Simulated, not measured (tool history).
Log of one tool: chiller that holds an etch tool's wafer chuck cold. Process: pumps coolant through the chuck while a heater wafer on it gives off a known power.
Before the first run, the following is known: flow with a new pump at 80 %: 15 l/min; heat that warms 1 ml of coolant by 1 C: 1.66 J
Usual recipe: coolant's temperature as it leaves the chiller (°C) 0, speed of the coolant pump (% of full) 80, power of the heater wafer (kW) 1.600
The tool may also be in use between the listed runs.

run	hour	coolant's temperature as it leaves the chiller (°C)	speed of the coolant pump (% of full)	power of the heater wafer (kW)	chuck's temperature once it has settled (°C)	how much warmer the coolant comes back (C)
1	0.0	0	80	1.600	15.8	3.84
2	29.3	0	100	1.600	13.7	3.01
3	45.7	0	80	1.600	16.1	3.85
4	72.2	9	80	1.600	25.0	3.81
5	97.9	9	80	1.600	25.1	3.88
6	125.0	9	80	1.600	25.0	3.85
7	139.4	-5	80	1.600	10.9	3.86
8	169.3	-3	80	1.600	12.9	3.84
9	191.0	0	88	1.796	16.9	3.98
10	220.2	7	66	1.230	21.2	3.75
11	236.2	0	87	1.269	12.0	2.83
12	260.7	0	65	1.057	12.4	3.17

Below, each run's measurement less what the same run would have read without the hidden state. Both values contain the same run-to-run variation, but the gauge's scatter may not be the same in both:
Hidden state at play: heat passed by the chuck's channels, % of clean ones'; flow at a given pump speed, % of a new pump's; coolant's true temperature over the reading, C; drift of the gauge itself on chuck_c, C; drift of the gauge itself on warmer_back_c, C.
run	chuck's temperature once it has settled (°C)
1	+0.3
2	+0.2
3	+0.3
4	+0.3
5	+0.3
6	+0.4
7	+0.4
8	+0.4
9	+0.5
10	+0.4
11	+0.4
12	+0.3
how much warmer the coolant comes back (C) without the hidden state stays within 0.02 of what was measured, in all runs.

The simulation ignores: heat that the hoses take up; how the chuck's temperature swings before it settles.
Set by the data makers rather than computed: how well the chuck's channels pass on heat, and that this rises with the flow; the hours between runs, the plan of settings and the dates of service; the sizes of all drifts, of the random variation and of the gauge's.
